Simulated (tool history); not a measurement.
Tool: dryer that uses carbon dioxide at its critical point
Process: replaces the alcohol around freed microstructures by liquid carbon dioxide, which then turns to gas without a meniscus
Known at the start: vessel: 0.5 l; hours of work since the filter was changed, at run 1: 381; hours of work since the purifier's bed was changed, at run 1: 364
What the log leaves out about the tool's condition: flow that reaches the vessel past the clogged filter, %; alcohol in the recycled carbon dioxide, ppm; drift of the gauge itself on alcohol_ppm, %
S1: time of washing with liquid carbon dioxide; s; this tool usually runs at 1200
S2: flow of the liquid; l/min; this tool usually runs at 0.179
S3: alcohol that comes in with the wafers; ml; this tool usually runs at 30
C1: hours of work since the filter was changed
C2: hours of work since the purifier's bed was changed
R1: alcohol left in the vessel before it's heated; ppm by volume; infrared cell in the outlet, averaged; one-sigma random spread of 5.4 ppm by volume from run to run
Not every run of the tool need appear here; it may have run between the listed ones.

{"run": 1, "hour": 0.0, "S1": 1200, "S2": 0.179, "S3": 30, "C1": 381, "C2": 364, "R1": 301}
{"run": 2, "hour": 26.2, "S1": 1200, "S2": 0.179, "S3": 30, "C1": 392, "C2": 375, "R1": 312}
{"hour": 36.6, "done": "inlet filter changed"}
{"run": 3, "hour": 55.2, "S1": 1200, "S2": 0.179, "S3": 30, "C1": 8, "C2": 387, "R1": 230}
{"run": 4, "hour": 74.6, "S1": 1200, "S2": 0.179, "S3": 30, "C1": 16, "C2": 396, "R1": 236}
{"run": 5, "hour": 95.1, "S1": 1200, "S2": 0.179, "S3": 30, "C1": 25, "C2": 404, "R1": 236}
{"run": 6, "hour": 121.5, "S1": 1200, "S2": 0.179, "S3": 30, "C1": 37, "C2": 416, "R1": 237}
{"run": 7, "hour": 139.3, "S1": 1200, "S2": 0.179, "S3": 30, "C1": 44, "C2": 424, "R1": 237}
{"run": 8, "hour": 161.8, "S1": 1200, "S2": 0.179, "S3": 30, "C1": 54, "C2": 433, "R1": 253}
{"run": 9, "hour": 174.1, "S1": 1200, "S2": 0.179, "S3": 30, "C1": 59, "C2": 439, "R1": 233}
{"run": 10, "hour": 201.3, "S1": 1080, "S2": 0.179, "S3": 30, "C1": 71, "C2": 450, "R1": 377}
{"run": 11, "hour": 225.8, "S1": 1080, "S2": 0.179, "S3": 30, "C1": 82, "C2": 461, "R1": 378}
{"run": 12, "hour": 241.3, "S1": 1080, "S2": 0.179, "S3": 30, "C1": 88, "C2": 468, "R1": 380}
{"run": 13, "hour": 264.0, "S1": 1080, "S2": 0.179, "S3": 30, "C1": 98, "C2": 477, "R1": 380}
{"run": 14, "hour": 285.8, "S1": 1080, "S2": 0.179, "S3": 30, "C1": 108, "C2": 487, "R1": 389}
{"run": 15, "hour": 305.6, "S1": 1080, "S2": 0.179, "S3": 30, "C1": 116, "C2": 495, "R1": 388}
{"run": 16, "hour": 320.0, "S1": 1080, "S2": 0.179, "S3": 30, "C1": 123, "C2": 502, "R1": 392}

What does the tool deliver on the next run?
{"run": 17, "hour": 335.3, "S1": 1200, "S2": 0.145, "S3": 46, "C1": 129, "C2": 508, "R1": "?"}

R1: 837 ppm by volume
The same run, on a tool lacking any hidden state, would have yielded R1 635 ppm by volume.
